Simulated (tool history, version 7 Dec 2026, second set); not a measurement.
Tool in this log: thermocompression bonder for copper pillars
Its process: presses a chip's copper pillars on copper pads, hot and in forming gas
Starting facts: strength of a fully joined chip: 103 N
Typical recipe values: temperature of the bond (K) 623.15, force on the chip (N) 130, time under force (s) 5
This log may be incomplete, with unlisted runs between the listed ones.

run,day,temperature of the bond (K),force on the chip (N),time under force (s),force that shears a chip off (N)
1,0,623.15,130,5,68
2,1.404,623.15,130,5,68.1
3,2.858,623.15,130,4,64.1
4,3.679,623.15,130,10,79.4
5,5.171,623.15,130,10,79.1
6,6.171,623.15,130,10,78.8
7,7.362,623.15,130,10,79.1
8,8.45,623.15,130,10,79.4
9,9.25,649.15,130,5,77.1
10,10.25,594.15,130,5,54.1
11,11.254,639.15,130,5,72.6
12,12.483,639.15,130,5,72.7
13,13.371,623.15,130,5,66.5
14,14.575,623.15,130,5,66.8
# day 15.508: forming gas filter changed
15,16.121,623.15,130,5,69.6
16,17.088,623.15,130,5,69.6
17,18.038,623.15,130,5,68.3
18,18.75,623.15,130,5,68.6
19,20.242,623.15,130,5,68.5
20,21.442,623.15,130,5,68.6
21,22.271,623.15,130,5,68.5
22,23.417,623.15,130,15,87.4
23,24.325,607.15,151,5,69.1
24,25.858,607.15,151,5,68.6
25,27.429,632.15,136,9,83.8
26,28.442,621.15,146,5,73.1
27,29.896,634.15,148,3,68.5
28,31.221,642.15,148,12,92.5
29,32.675,605.15,165,3,61.6
# day 32.838: force cell calibrated
30,33.917,623.15,130,11,81.8
31,35.275,623.15,130,11,82
32,36.558,623.15,110,3,50.6
33,37.408,605.15,110,13,69.4
34,38.15,605.15,110,13,69.5
35,39.025,648.15,118,12,86.9
36,39.675,648.15,118,12,86.6
37,40.383,609.15,83,4,38.8
38,41.55,609.15,83,8,49
# day 41.854: force cell calibrated, once more
39,42.325,609.15,83,8,48.7
40,43.658,652.15,97,13,80.4
41,44.742,625.15,90,5,50.1

Predict each of these 3 candidate next runs independently; none follows another, all start after run 41:
A,45.892,623.15,134,5,?
B,45.892,636.15,88,4,?
C,45.892,604.15,90,5,?

run,force that shears a chip off (N)
A,67.5
B,49.9
C,41.3
With the hidden condition removed and each run's random variation left untouched, the same runs would have given:
run,force that shears a chip off (N)
A,71.5
B,53.2
C,44.3
